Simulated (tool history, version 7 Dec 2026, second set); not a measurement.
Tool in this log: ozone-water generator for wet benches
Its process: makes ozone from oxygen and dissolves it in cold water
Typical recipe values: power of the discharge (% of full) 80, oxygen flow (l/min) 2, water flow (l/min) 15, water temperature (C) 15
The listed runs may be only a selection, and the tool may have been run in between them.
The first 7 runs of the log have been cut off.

run     day  power of the discharge (% of full)  oxygen flow (l/min)  water flow (l/min)  water temperature (C)  dissolved ozone (ppm)  ozone in the gas ahead of the water (g/m3)
  8  14.708                                  80                 1.98                  15                     15                   14.9                                       210.8
  9  16.879                                  80                 1.98                  15                     15                   14.7                                         209
 10  19.167                                  80                    2                  15                     11                   15.1                                       205.5
 11  21.983                                  80                    2                  15                     15                   14.9                                       206.4
 12  23.512                                  80                    2                  15                     15                   14.8                                       207.8
 13  25.496                                  80                    2                  15                     15                   14.8                                       207.8
 14  27.479                                  80                    2                  15                     15                   14.6                                         207
 15  28.812                                  80                    2                  24                     15                      9                                       207.6
 16  31.438                                  80                    2                  24                     15                    8.9                                       207.1
 17   32.75                                  81                    2                  23                     22                    8.9                                       208.5
 18  35.542                                  80                    2                  12                     15                     18                                       206.7
 19  38.375                                  73                 2.48                  17                     15                   12.4                                       172.1
 20      40                                  73                 2.48                  11                     15                   18.6                                         174
 21  41.512                                  80                    2                  15                     15                   14.9                                       206.1
 22  43.858                                  80                    2                  15                     23                   13.6                                       207.4
 23  46.133                                  69                 1.38                  23                      8                    8.5                                       242.2
 24  47.962                                  80                    2                  15                      9                   15.3                                       204.9
 25  49.388                                  94                    2                  15                     12                   16.2                                       226.8
 26  51.579                                  59                 1.09                  21                     10                    8.1                                       260.4
 27  53.004                                  59                 1.09                  21                     10                      8                                         259
 28  54.238                                  80                    2                  13                      8                   18.1                                       207.4
 29  55.642                                  91                 2.85                  22                     20                   10.4                                         174
 30  57.088                                  80                    2                  15                     11                   14.9                                       206.3
 31  59.458                                  54                  2.5                  15                     21                   11.3                                       143.8
 32  62.262                                  54                  2.5                  15                     21                   11.2                                       145.4

What if the next run were any one of these 3? Each begins from the tool's condition after run 32:
  A  64.275                                  66                    2                  20                      8                      ?                                           ?
  B  64.275                                  45                  2.5                  14                     21                      ?                                           ?
  C  64.275                                  80                 1.22                  11                     11                      ?                                           ?

run  dissolved ozone (ppm)  ozone in the gas ahead of the water (g/m3)
  A                     10                                       185.2
  B                   10.7                                       132.5
  C                   19.3                                       285.8
Had the tool no hidden state, the same runs would have come out as:
run  dissolved ozone (ppm)  ozone in the gas ahead of the water (g/m3)
  A                   10.5                                       189.9
  B                   11.2                                       135.1
  C                   20.2                                       293.8
